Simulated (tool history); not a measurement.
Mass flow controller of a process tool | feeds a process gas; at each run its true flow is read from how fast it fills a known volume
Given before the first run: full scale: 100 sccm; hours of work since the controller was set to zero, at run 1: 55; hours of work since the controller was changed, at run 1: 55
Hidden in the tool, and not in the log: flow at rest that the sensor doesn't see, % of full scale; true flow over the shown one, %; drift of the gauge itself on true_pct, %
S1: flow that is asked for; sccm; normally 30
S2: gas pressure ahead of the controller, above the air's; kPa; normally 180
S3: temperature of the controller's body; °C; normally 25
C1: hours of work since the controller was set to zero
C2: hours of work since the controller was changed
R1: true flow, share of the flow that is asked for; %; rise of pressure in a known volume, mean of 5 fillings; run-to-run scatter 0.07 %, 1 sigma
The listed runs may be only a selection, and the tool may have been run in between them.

| run | hour | S1 | S2 | S3 | C1 | C2 | R1 |
|---|---|---|---|---|---|---|---|
| 1 | 0 | 30 | 180 | 25 | 55 | 55 | 98.16 |
| 2 | 43.1 | 30 | 181 | 25 | 74 | 74 | 98.14 |
| 3 | 76 | 30 | 181 | 25 | 89 | 89 | 98.14 |
| 4 | 133.2 | 30 | 181 | 25 | 114 | 114 | 98.08 |
| 5 | 202.4 | 30 | 180 | 22 | 144 | 144 | 98.49 |
| 6 | 276.9 | 30 | 180 | 25 | 177 | 177 | 98.06 |
| 7 | 314.3 | 30 | 180 | 25 | 193 | 193 | 98.1 |
| 8 | 372.3 | 36 | 180 | 25 | 219 | 219 | 98.29 |
| 9 | 426.3 | 36 | 180 | 25 | 242 | 242 | 98.44 |
| 10 | 469.5 | 53 | 218 | 34 | 261 | 261 | 97.69 |
| 11 | 523.5 | 30 | 215 | 38 | 285 | 285 | 96.58 |
| 12 | 570.2 | 30 | 215 | 38 | 305 | 305 | 96.5 |
| 13 | 637.3 | 63 | 215 | 22 | 335 | 335 | 99.4 |
| 14 | 679.9 | 30 | 180 | 38 | 353 | 353 | 96.68 |
| 15 | 723.6 | 30 | 180 | 38 | 373 | 373 | 96.52 |
| 16 | 786.7 | 24 | 192 | 39 | 400 | 400 | 96.19 |
| 17 | 825.3 | 27 | 146 | 33 | 417 | 417 | 97.35 |
| 18 | 901.8 | 27 | 246 | 25 | 451 | 451 | 97.74 |

Measured minus without-hidden-state, run by run (identical run-to-run variation in each term; gauge scatter may differ):
| run | R1 |
|---|---|
| 1 | +0.04 |
| 2 | +0.04 |
| 3 | +0.04 |
| 4 | +0.05 |
| 5 | +0.04 |
| 6 | +0.04 |
| 7 | +0.05 |
| 8 | +0.07 |
| 9 | +0.07 |
| 10 | +0.11 |
| 11 | +0.04 |
| 12 | +0.04 |
| 13 | +0.13 |
| 14 | +0.04 |
| 15 | +0.05 |
| 16 | -0.01 |
| 17 | +0.02 |
| 18 | +0.03 |

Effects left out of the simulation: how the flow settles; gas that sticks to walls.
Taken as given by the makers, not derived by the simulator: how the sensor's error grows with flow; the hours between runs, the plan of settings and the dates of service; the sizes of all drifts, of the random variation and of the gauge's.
